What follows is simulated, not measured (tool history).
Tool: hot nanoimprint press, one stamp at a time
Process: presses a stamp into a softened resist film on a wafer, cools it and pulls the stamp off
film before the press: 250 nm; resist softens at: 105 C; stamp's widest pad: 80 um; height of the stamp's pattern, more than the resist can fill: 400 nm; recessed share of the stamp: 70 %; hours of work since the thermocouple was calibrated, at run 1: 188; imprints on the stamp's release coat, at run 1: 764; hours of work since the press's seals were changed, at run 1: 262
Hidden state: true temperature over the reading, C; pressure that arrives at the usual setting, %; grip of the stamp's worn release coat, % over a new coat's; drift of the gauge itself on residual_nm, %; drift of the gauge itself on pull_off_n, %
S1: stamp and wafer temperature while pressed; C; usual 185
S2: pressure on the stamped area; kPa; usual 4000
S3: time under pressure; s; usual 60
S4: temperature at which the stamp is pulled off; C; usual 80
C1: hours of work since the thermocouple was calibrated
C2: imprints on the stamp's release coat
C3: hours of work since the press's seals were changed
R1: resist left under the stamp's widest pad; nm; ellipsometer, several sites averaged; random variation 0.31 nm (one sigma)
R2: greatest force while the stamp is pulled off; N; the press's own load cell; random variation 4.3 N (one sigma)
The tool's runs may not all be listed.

run,day,S1,S2,S3,S4,C1,C2,C3,R1,R2
1,0.000,185,4000,60,80,188,764,262,103.0,232
2,0.983,185,4000,60,80,207,895,280,103.0,235
3,1.858,185,4000,60,80,223,1011,297,102.9,240
4,2.967,185,4000,60,80,243,1158,317,102.4,246
5,4.279,185,4000,60,80,268,1333,341,102.5,266
6,4.950,185,4000,60,80,280,1422,354,102.5,268
7,5.588,185,4000,60,80,292,1507,366,102.3,268
# day 6.908: plate thermocouple calibrated
8,6.908,185,3840,60,80,0,1666,388,103.3,275
9,7.712,185,3840,60,80,15,1773,403,103.5,274
# day 8.425: stamp cleaned and given a new release coat
10,9.317,176,4000,60,80,40,119,428,134.4,210
11,9.929,176,4000,60,80,51,200,439,134.9,219
# day 10.175: plate thermocouple calibrated, once more
12,11.292,185,4000,60,80,21,364,462,105.3,225
13,12.562,185,4000,60,80,44,534,486,105.4,227
14,13.362,185,4000,60,80,59,640,501,105.6,240
15,14.542,185,4000,60,80,81,797,522,105.2,241
16,15.967,173,4000,41,80,107,986,549,169.2,247
17,17.138,173,4000,41,80,129,1142,571,168.7,247
18,18.292,185,4000,60,74,150,1295,592,104.7,303
# day 18.746: press's hydraulic seals changed and the load cell set to zero
19,19.483,185,4000,106,80,166,1409,14,81.8,262
20,20.392,186,4000,60,80,183,1530,31,98.8,265
21,21.225,179,4900,60,80,199,1641,46,113.3,266
# day 22.850: stamp cleaned and given a new release coat
22,22.871,176,3820,91,80,225,3,72,119.5,208
23,24.183,194,2810,105,84,249,178,96,73.6,189
24,25.333,194,3450,105,81,270,330,118,66.6,217
25,26.671,194,3450,105,81,295,508,142,66.7,228
26,27.633,194,3450,105,81,313,636,160,66.6,227
# day 27.892: plate thermocouple calibrated
27,28.483,181,4000,60,77,11,733,174,118.0,250
28,29.892,195,5240,34,76,37,920,200,85.4,263
29,31.062,185,4000,48,68,59,1076,221,112.7,331

The same runs without the tool's hidden state, with the same run-to-run variation:
run,R1,R2
1,103.5,204
2,103.6,203
3,103.5,203
4,103.2,204
5,103.4,214
6,103.4,213
7,103.2,210
8,104.6,211
9,104.9,206
10,136.6,210
11,137.2,216
12,103.2,210
13,103.5,205
14,103.7,214
15,103.5,209
16,167.5,207
17,167.1,203
18,103.3,242
19,82.5,206
20,99.6,204
21,114.4,202
22,120.8,210
23,74.4,185
24,67.4,207
25,67.5,211
26,67.5,205
27,117.1,218
28,84.6,223
29,112.0,273
